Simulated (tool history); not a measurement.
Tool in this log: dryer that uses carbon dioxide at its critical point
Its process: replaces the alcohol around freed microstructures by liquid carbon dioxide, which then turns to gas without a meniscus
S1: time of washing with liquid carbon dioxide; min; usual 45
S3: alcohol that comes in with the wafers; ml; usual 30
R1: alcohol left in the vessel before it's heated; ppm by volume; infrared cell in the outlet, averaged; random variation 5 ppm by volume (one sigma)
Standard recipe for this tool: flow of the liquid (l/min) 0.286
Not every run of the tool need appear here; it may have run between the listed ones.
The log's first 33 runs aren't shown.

run 34 hour=776.6 | S1=29 flow_of_the_liquid_(l/min)=0.208 S3=37 | R1=1362
run 35 hour=808.7 | S1=40 flow_of_the_liquid_(l/min)=0.286 S3=30 | R1=315
run 36 hour=830.1 | S1=40 flow_of_the_liquid_(l/min)=0.286 S3=30 | R1=321
run 37 hour=855.5 | S1=40 flow_of_the_liquid_(l/min)=0.286 S3=30 | R1=321
run 38 hour=887.9 | S1=40 flow_of_the_liquid_(l/min)=0.387 S3=40 | R1=274
run 39 hour=907.7 | S1=32 flow_of_the_liquid_(l/min)=0.286 S3=31 | R1=512
-- hour=940.8 purifier's bed changed
run 40 hour=942.0 | S1=32 flow_of_the_liquid_(l/min)=0.286 S3=31 | R1=256
run 41 hour=963.4 | S1=45 flow_of_the_liquid_(l/min)=0.290 S3=30 | R1=54
run 42 hour=990.8 | S1=45 flow_of_the_liquid_(l/min)=0.290 S3=30 | R1=67
run 43 hour=1010.9 | S1=57 flow_of_the_liquid_(l/min)=0.416 S3=87 | R1=22
run 44 hour=1032.9 | S1=57 flow_of_the_liquid_(l/min)=0.416 S3=87 | R1=32
run 45 hour=1056.2 | S1=45 flow_of_the_liquid_(l/min)=0.268 S3=44 | R1=157
run 46 hour=1088.9 | S1=45 flow_of_the_liquid_(l/min)=0.268 S3=95 | R1=311
run 47 hour=1108.8 | S1=45 flow_of_the_liquid_(l/min)=0.287 S3=30 | R1=109
run 48 hour=1133.8 | S1=45 flow_of_the_liquid_(l/min)=0.287 S3=30 | R1=122

Forecast each of these 3 alternatives for the next run:
run A hour=1159.1 | S1=33 flow_of_the_liquid_(l/min)=0.287 S3=30 | R1=?
run B hour=1159.1 | S1=45 flow_of_the_liquid_(l/min)=0.294 S3=30 | R1=?
run C hour=1159.1 | S1=27 flow_of_the_liquid_(l/min)=0.286 S3=113 | R1=?

run=A R1=328
run=B R1=122
run=C R1=2255
Take away the tool's hidden state, keep each run's random variation, and the runs would have read:
run=A R1=161
run=B R1=32
run=C R1=1457
